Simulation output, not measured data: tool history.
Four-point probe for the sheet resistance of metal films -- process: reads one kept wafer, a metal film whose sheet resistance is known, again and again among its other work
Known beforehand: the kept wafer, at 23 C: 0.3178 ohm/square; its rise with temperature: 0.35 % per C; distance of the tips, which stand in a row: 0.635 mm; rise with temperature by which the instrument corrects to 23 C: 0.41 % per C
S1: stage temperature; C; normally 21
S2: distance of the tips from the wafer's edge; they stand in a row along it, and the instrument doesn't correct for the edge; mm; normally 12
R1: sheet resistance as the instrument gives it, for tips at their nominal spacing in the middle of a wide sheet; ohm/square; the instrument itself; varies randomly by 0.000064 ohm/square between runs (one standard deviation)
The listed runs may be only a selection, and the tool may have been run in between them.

{"run": 1, "day": 0.0, "S1": 21, "S2": 12, "R1": 0.317636}
{"run": 2, "day": 0.55, "S1": 21, "S2": 12, "R1": 0.317619}
{"run": 3, "day": 0.983, "S1": 21, "S2": 6, "R1": 0.319016}
{"run": 4, "day": 1.342, "S1": 21, "S2": 6, "R1": 0.31902}
{"run": 5, "day": 1.896, "S1": 21, "S2": 6, "R1": 0.31904}
{"run": 6, "day": 2.438, "S1": 21, "S2": 6, "R1": 0.31901}
{"run": 7, "day": 2.775, "S1": 21, "S2": 6, "R1": 0.319097}
{"run": 8, "day": 3.479, "S1": 21, "S2": 6, "R1": 0.319023}
{"run": 9, "day": 3.917, "S1": 21, "S2": 6, "R1": 0.318998}
{"run": 10, "day": 4.35, "S1": 20, "S2": 54, "R1": 0.317368}
{"run": 11, "day": 4.979, "S1": 25, "S2": 21, "R1": 0.31659}
{"run": 12, "day": 5.583, "S1": 21, "S2": 21, "R1": 0.317419}
{"run": 13, "day": 6.279, "S1": 21, "S2": 21, "R1": 0.317265}
{"run": 14, "day": 6.7, "S1": 21, "S2": 21, "R1": 0.317427}
{"run": 15, "day": 7.1, "S1": 27, "S2": 37, "R1": 0.316118}
{"run": 16, "day": 7.742, "S1": 33, "S2": 26, "R1": 0.315183}
{"run": 17, "day": 8.092, "S1": 34, "S2": 3, "R1": 0.322307}
{"run": 18, "day": 8.688, "S1": 34, "S2": 3, "R1": 0.322299}

Branching from run 18: 4 alternative next runs. What would each branch give?
{"run": "A", "day": 9.075, "S1": 20, "S2": 21, "R1": "?"}
{"run": "B", "day": 9.075, "S1": 21, "S2": 36, "R1": "?"}
{"run": "C", "day": 9.075, "S1": 34, "S2": 12, "R1": "?"}
{"run": "D", "day": 9.075, "S1": 21, "S2": 22, "R1": "?"}

run=A R1=0.317575
run=B R1=0.317175
run=C R1=0.315473
run=D R1=0.317359
Stripped of hidden state, with their random variation kept, the same runs would have yielded:
run=A R1=0.31853
run=B R1=0.318128
run=C R1=0.316414
run=D R1=0.318313

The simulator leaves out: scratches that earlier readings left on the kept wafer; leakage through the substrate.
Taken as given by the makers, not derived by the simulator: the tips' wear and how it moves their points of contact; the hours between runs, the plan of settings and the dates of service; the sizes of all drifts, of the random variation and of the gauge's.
